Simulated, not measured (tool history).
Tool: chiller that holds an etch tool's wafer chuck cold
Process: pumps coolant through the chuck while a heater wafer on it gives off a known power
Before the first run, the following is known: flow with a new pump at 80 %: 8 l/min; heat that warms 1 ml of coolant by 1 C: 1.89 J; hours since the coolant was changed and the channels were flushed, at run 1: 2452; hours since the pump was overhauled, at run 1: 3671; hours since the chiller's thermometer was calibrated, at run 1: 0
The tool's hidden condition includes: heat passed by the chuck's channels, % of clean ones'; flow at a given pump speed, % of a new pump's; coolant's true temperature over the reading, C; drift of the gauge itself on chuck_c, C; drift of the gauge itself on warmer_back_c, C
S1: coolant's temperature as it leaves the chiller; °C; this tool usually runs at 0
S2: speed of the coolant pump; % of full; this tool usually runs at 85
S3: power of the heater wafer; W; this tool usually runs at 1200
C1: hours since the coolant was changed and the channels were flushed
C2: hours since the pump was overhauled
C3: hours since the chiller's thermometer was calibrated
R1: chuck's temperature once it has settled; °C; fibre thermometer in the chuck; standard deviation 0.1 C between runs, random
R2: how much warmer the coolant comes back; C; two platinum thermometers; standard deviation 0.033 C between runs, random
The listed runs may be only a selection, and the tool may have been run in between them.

{"run": 1, "hour": 0.0, "S1": 0, "S2": 85, "S3": 1200, "C1": 2452, "C2": 3671, "C3": 0, "R1": 11.7, "R2": 4.65}
{"run": 2, "hour": 120.1, "S1": 0, "S2": 85, "S3": 1200, "C1": 2572, "C2": 3791, "C3": 120, "R1": 11.8, "R2": 4.64}
{"run": 3, "hour": 208.4, "S1": 0, "S2": 85, "S3": 1200, "C1": 2660, "C2": 3879, "C3": 208, "R1": 11.8, "R2": 4.65}
{"run": 4, "hour": 325.0, "S1": 0, "S2": 85, "S3": 1200, "C1": 2777, "C2": 3996, "C3": 325, "R1": 11.6, "R2": 4.7}
{"run": 5, "hour": 477.5, "S1": 0, "S2": 85, "S3": 1200, "C1": 2929, "C2": 4148, "C3": 477, "R1": 12.0, "R2": 4.69}
{"run": 6, "hour": 609.1, "S1": 0, "S2": 85, "S3": 1200, "C1": 3061, "C2": 4280, "C3": 609, "R1": 12.0, "R2": 4.71}
{"run": 7, "hour": 718.7, "S1": -4, "S2": 85, "S3": 1200, "C1": 3171, "C2": 4390, "C3": 719, "R1": 8.1, "R2": 4.68}
{"run": 8, "hour": 822.3, "S1": -4, "S2": 85, "S3": 1200, "C1": 3274, "C2": 4493, "C3": 822, "R1": 8.1, "R2": 4.67}
{"run": 9, "hour": 904.9, "S1": 0, "S2": 85, "S3": 1045, "C1": 3357, "C2": 4576, "C3": 905, "R1": 10.5, "R2": 4.05}
{"run": 10, "hour": 1071.4, "S1": 0, "S2": 85, "S3": 1045, "C1": 3523, "C2": 4742, "C3": 1071, "R1": 10.5, "R2": 4.09}
{"run": 11, "hour": 1247.8, "S1": 0, "S2": 85, "S3": 1045, "C1": 3700, "C2": 4919, "C3": 1248, "R1": 10.8, "R2": 4.12}
{"run": 12, "hour": 1381.6, "S1": 0, "S2": 85, "S3": 1045, "C1": 3833, "C2": 5052, "C3": 1382, "R1": 10.7, "R2": 4.14}
{"run": 13, "hour": 1519.1, "S1": 0, "S2": 85, "S3": 1045, "C1": 3971, "C2": 5190, "C3": 1519, "R1": 10.8, "R2": 4.09}
{"run": 14, "hour": 1634.0, "S1": 6, "S2": 85, "S3": 1200, "C1": 4086, "C2": 5305, "C3": 1634, "R1": 18.5, "R2": 4.74}
{"run": 15, "hour": 1817.1, "S1": 6, "S2": 85, "S3": 1200, "C1": 4269, "C2": 5488, "C3": 1817, "R1": 18.5, "R2": 4.73}
{"run": 16, "hour": 1935.0, "S1": 0, "S2": 85, "S3": 1331, "C1": 4387, "C2": 5606, "C3": 1935, "R1": 13.8, "R2": 5.27}
{"run": 17, "hour": 2032.6, "S1": 0, "S2": 67, "S3": 986, "C1": 4485, "C2": 5703, "C3": 2033, "R1": 12.6, "R2": 4.91}
{"run": 18, "hour": 2174.7, "S1": 0, "S2": 67, "S3": 986, "C1": 4627, "C2": 5846, "C3": 2175, "R1": 12.8, "R2": 4.9}
{"run": 19, "hour": 2303.5, "S1": 0, "S2": 67, "S3": 986, "C1": 4755, "C2": 5974, "C3": 2304, "R1": 12.8, "R2": 4.92}
{"run": 20, "hour": 2464.4, "S1": 0, "S2": 67, "S3": 986, "C1": 4916, "C2": 6135, "C3": 2464, "R1": 12.8, "R2": 4.91}
{"run": 21, "hour": 2562.9, "S1": -6, "S2": 72, "S3": 1200, "C1": 5015, "C2": 6234, "C3": 2563, "R1": 8.8, "R2": 5.6}
{"run": 22, "hour": 2697.9, "S1": 2, "S2": 72, "S3": 1525, "C1": 5150, "C2": 6369, "C3": 2698, "R1": 20.7, "R2": 7.12}
{"run": 23, "hour": 2851.2, "S1": 2, "S2": 72, "S3": 1525, "C1": 5303, "C2": 6522, "C3": 2851, "R1": 20.7, "R2": 7.13}
{"run": 24, "hour": 2987.0, "S1": 2, "S2": 72, "S3": 1525, "C1": 5439, "C2": 6658, "C3": 2987, "R1": 20.9, "R2": 7.1}
{"run": 25, "hour": 3174.8, "S1": 2, "S2": 72, "S3": 1525, "C1": 5627, "C2": 6846, "C3": 3175, "R1": 20.9, "R2": 7.2}
{"run": 26, "hour": 3314.6, "S1": 1, "S2": 61, "S3": 1222, "C1": 5766, "C2": 6985, "C3": 3315, "R1": 18.5, "R2": 6.77}
{"run": 27, "hour": 3465.4, "S1": 1, "S2": 61, "S3": 1222, "C1": 5917, "C2": 7136, "C3": 3465, "R1": 18.8, "R2": 6.71}
{"run": 28, "hour": 3613.9, "S1": -6, "S2": 73, "S3": 1571, "C1": 6066, "C2": 7285, "C3": 3614, "R1": 13.6, "R2": 7.35}
{"run": 29, "hour": 3753.7, "S1": 10, "S2": 60, "S3": 1200, "C1": 6206, "C2": 7425, "C3": 3754, "R1": 27.7, "R2": 6.76}
{"hour": 3841.0, "done": "chiller's thermometer calibrated"}
{"run": 30, "hour": 3933.9, "S1": 1, "S2": 85, "S3": 682, "C1": 6385, "C2": 7604, "C3": 93, "R1": 8.3, "R2": 2.72}
{"run": 31, "hour": 4025.2, "S1": 1, "S2": 91, "S3": 682, "C1": 6476, "C2": 7695, "C3": 184, "R1": 8.0, "R2": 2.58}

What if the next run were any one of these 3? Each begins from the tool's condition after run 31:
{"run": "A", "hour": 4149.1, "S1": -3, "S2": 91, "S3": 682, "C1": 6600, "C2": 7819, "C3": 308, "R1": "?", "R2": "?"}
{"run": "B", "hour": 4149.1, "S1": 2, "S2": 94, "S3": 1615, "C1": 6600, "C2": 7819, "C3": 308, "R1": "?", "R2": "?"}
{"run": "C", "hour": 4149.1, "S1": -4, "S2": 61, "S3": 605, "C1": 6600, "C2": 7819, "C3": 308, "R1": "?", "R2": "?"}

run=A R1=4.0 R2=2.51
run=B R1=17.8 R2=5.91
run=C R1=4.7 R2=3.29
Had the tool no hidden state, the same runs would have come out as:
run=A R1=3.0 R2=2.31
run=B R1=15.5 R2=5.46
run=C R1=3.4 R2=3.03

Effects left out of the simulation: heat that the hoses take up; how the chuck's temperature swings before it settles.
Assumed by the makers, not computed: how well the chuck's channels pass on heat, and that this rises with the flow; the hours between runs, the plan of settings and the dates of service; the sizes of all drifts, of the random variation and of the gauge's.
